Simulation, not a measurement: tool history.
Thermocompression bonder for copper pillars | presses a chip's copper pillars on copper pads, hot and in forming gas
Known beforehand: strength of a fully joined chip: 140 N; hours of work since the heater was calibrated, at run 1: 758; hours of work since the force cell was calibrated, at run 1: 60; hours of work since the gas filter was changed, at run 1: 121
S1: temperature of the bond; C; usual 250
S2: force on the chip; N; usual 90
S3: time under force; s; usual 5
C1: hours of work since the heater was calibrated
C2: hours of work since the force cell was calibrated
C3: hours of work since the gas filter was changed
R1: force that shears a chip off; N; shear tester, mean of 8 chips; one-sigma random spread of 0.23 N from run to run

run   hour   S1   S2  S3    C1   C2   C3     R1
  1      0  250   90   5   758   60  121   66.6
  2   23.5  250   90   5   771   73  133   67.2
  3   41.9  250   90   5   780   82  143   66.5
  4   58.8  234   90   5   789   91  152   56.3
  5   77.3  234   90   5   799  101  161   56.3
  6   89.3  234   90   5   805  107  168   56.1
  7  101.8  242   90   5   811  113  174     61
  8  130.3  242   90   5   826  128  189   61.7
  9  142.7  242   90   5   833  135  195   60.9
 10  160.3  242   90   5   842  144  205   61.1
 11    181  242   67   5   853  155  215   45.5
 12  204.3  242   67   5   865  167  227   45.7
 13  230.1  259   90   5   878  180  241   72.3
 14  257.7  259   90   5   893  195  255   72.1
 15  271.6  259   90   5   900  202  263   72.7
 16  298.1  250   90   6   914  216  276   70.6
 17  324.9  250   87   5   928  230  290     64
 18    342  250   87   5   937  239  299   63.7
 19  355.2  250   87   5   944  246  306   64.3
 20  383.5  250   87   5   958  260  321   64.4
     385.3  -- forming gas filter changed
 21  395.8  240  129  13   965  266    5  108.7
 22  413.7  240  129   5   974  276   15   84.7
 23  441.2  240  104   9   988  290   29   85.6
 24  461.4  263   98  12   999  301   40  104.7
 25  487.1  263   98  12  1012  314   53  104.4
 26  503.4  263   98  12  1021  323   62  104.8
 27  516.7  222   56  12  1028  330   69   43.7
 28  535.8  229   89  12  1038  340   79   73.8
 29  550.8  229   89  12  1045  347   86   73.9
 30  564.2  229   91  12  1052  354   93   75.6
 31  583.5  229   91  12  1062  364  103     75
 32  600.5  239   72   5  1071  373  112     49

What will run 33 give?
 33  627.2  239  72   5  1085  387  126   ?

{"run 33": {"R1": 48.8}}
Minus the tool's unlogged condition, the same run would have read R1 45.4 N.
